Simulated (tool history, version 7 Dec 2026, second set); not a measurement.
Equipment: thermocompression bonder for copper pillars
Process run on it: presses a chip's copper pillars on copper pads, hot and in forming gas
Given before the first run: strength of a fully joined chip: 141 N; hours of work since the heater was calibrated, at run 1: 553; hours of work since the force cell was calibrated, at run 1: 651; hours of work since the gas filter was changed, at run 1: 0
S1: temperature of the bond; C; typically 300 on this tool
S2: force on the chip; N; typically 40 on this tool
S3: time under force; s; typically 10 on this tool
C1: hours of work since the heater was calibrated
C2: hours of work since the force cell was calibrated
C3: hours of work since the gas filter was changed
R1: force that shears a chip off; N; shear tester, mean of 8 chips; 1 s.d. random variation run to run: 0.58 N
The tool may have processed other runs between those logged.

Run 1, day 0.000: usual settings; C1 553; C2 651; C3 0. Result: R1 54.8 N.
Run 2, day 0.692: usual settings but S3 12 s; C1 564; C2 663; C3 12. Result: R1 58.3 N.
Run 3, day 1.633: usual settings but S2 33 N, S3 12 s; C1 580; C2 679; C3 28. Result: R1 48.2 N.
Run 4, day 2.800: usual settings but S2 39 N, S3 12 s; C1 601; C2 699; C3 48. Result: R1 55.1 N.
Run 5, day 4.150: usual settings but S3 11 s; C1 624; C2 722; C3 71. Result: R1 54.4 N.
Run 6, day 5.042: usual settings but S3 11 s; C1 639; C2 738; C3 86. Result: R1 53.6 N.
Run 7, day 6.258: usual settings but S3 11 s; C1 660; C2 758; C3 107. Result: R1 52.6 N.
At day 7.329: forming gas filter changed.
Run 8, day 7.446: usual settings but S3 11 s; C1 680; C2 778; C3 2. Result: R1 58.0 N.
Run 9, day 8.579: usual settings but S3 11 s; C1 699; C2 798; C3 21. Result: R1 57.0 N.
Run 10, day 9.721: usual settings but S2 37 N, S3 25 s; C1 719; C2 817; C3 41. Result: R1 70.2 N.
Run 11, day 10.596: usual settings but S2 37 N, S3 25 s; C1 734; C2 832; C3 56. Result: R1 69.6 N.
Run 12, day 11.900: usual settings but S1 319 C, S2 29 N, S3 24 s; C1 756; C2 855; C3 78. Result: R1 69.4 N.
Run 13, day 13.200: usual settings but S1 318 C, S2 27 N, S3 6 s; C1 778; C2 877; C3 101. Result: R1 36.9 N.
Run 14, day 13.954: usual settings but S2 43 N, S3 6 s; C1 791; C2 890; C3 114. Result: R1 46.3 N.
At day 14.696: forming gas filter changed.
Run 15, day 15.329: usual settings but S1 303 C, S2 48 N; C1 814; C2 913; C3 11. Result: R1 68.6 N.
Run 16, day 16.633: usual settings but S1 321 C, S2 31 N, S3 6 s; C1 837; C2 935; C3 33. Result: R1 47.7 N.
Run 17, day 17.925: usual settings but S1 321 C, S2 31 N, S3 6 s; C1 859; C2 958; C3 55. Result: R1 46.6 N.

Each row is a separate what-if for the run after 17, all from the same tool condition, not one after another. Results?
Run A, day 18.529: usual settings but S1 274 C, S2 59 N, S3 25 s; C1 869; C2 968; C3 66. Result: R1 ?.
Run B, day 18.529: usual settings but S3 8 s; C1 869; C2 968; C3 66. Result: R1 ?.
Run C, day 18.529: usual settings but S1 289 C, S2 35 N, S3 5 s; C1 869; C2 968; C3 66. Result: R1 ?.
Run D, day 18.529: usual settings but S1 306 C, S2 24 N, S3 15 s; C1 869; C2 968; C3 66. Result: R1 ?.
Run E, day 18.529: usual settings but S1 321 C, S2 31 N, S3 7 s; C1 869; C2 968; C3 66. Result: R1 ?.

run    R1
  A  75.4
  B  51.2
  C  31.3
  D  42.6
  E  49.7
Without the tool's unlogged condition, the same runs would have read:
run    R1
  A  70.5
  B  47.1
  C  28.3
  D  38.9
  E  45.8

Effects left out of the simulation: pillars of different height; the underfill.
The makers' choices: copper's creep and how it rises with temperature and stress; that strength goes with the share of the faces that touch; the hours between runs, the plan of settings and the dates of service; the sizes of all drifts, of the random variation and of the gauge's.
